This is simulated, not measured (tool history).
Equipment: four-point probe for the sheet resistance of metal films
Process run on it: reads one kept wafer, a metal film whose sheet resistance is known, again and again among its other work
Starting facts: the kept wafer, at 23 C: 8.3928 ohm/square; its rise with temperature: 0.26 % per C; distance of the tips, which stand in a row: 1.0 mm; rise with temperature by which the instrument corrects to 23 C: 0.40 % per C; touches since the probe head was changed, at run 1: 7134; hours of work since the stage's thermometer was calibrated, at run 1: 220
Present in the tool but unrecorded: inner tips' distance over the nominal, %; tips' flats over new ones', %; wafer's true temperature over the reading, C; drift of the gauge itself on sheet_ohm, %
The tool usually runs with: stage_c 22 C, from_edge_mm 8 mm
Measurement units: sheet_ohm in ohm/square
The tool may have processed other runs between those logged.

run,hour,stage_c,from_edge_mm,touches since the probe head was changed,hours of work since the stage's thermometer was calibrated,sheet_ohm
1,0,22,8,7134,220,8.500965
2,22.2,22,8,7840,231,8.500828
3,36.8,22,8,8307,238,8.497665
4,54.2,22,8,8860,247,8.498231
5,77.5,23,8,9605,258,8.486535
6,99.6,22,8,10306,269,8.501177
7,118.4,22,8,10907,278,8.502628
8,141.9,22,8,11657,290,8.493453
9,157.9,22,8,12165,298,8.49975
10,176.7,22,8,12764,307,8.500154
11,190.5,22,8,13203,314,8.500244
12,201.9,22,8,13567,319,8.497483
13,215.1,20,8,13988,326,8.522762
14,227.7,20,8,14389,332,8.527062
15,247.3,20,8,15012,342,8.524608
16,266.9,20,8,15638,351,8.524986
17,289.2,18,8,16349,362,8.549479
18,299.1,33,8,16664,367,8.374897
19,322.2,33,8,17400,378,8.374912
20,343.1,33,8,18066,389,8.373226
21,356.8,33,8,18503,395,8.376304
22,374.7,22,8,19074,404,8.502206
23,393,30,40,19655,413,8.342398
24,404.7,30,7,20029,419,8.433468
25,417.9,29,10,20448,425,8.395522
# hour 420.3: stage's thermometer calibrated
26,439.8,29,10,21130,10,8.392891
27,456.6,19,4,21668,18,8.742728
28,467.7,27,65,22021,23,8.371631
29,481.1,21,65,22448,30,8.444956
30,499.6,35,51,23037,39,8.289255
31,516.3,25,4,23569,47,8.668408
32,534.3,34,22,24143,56,8.305948
# hour 541.9: stage's thermometer calibrated, once more
33,552,20,3,24689,5,8.936178
34,566.6,24,6,25154,12,8.535147
35,582.6,26,24,25664,20,8.396137
36,597.7,23,12,26145,27,8.451549
37,616.9,23,12,26758,37,8.457224
38,639.9,23,74,27492,48,8.424915
39,658.5,25,18,28085,57,8.415582
40,673.6,25,18,28564,65,8.412818
41,691.6,24,53,29138,74,8.413154
42,706.6,24,53,29617,81,8.414079
43,724.3,35,15,30181,90,8.311359
44,735.4,19,10,30535,95,8.516845

Predict each of these 3 candidate next runs independently; none follows another, all start after run 44:
A,758.3,23,53,31264,106,?
B,758.3,33,8,31264,106,?
C,758.3,19,9,31264,106,?

run,sheet_ohm
A,8.424325
B,8.379701
C,8.527369
Without the tool's hidden state the same runs would have given:
run,sheet_ohm
A,8.392646
B,8.348223
C,8.495314
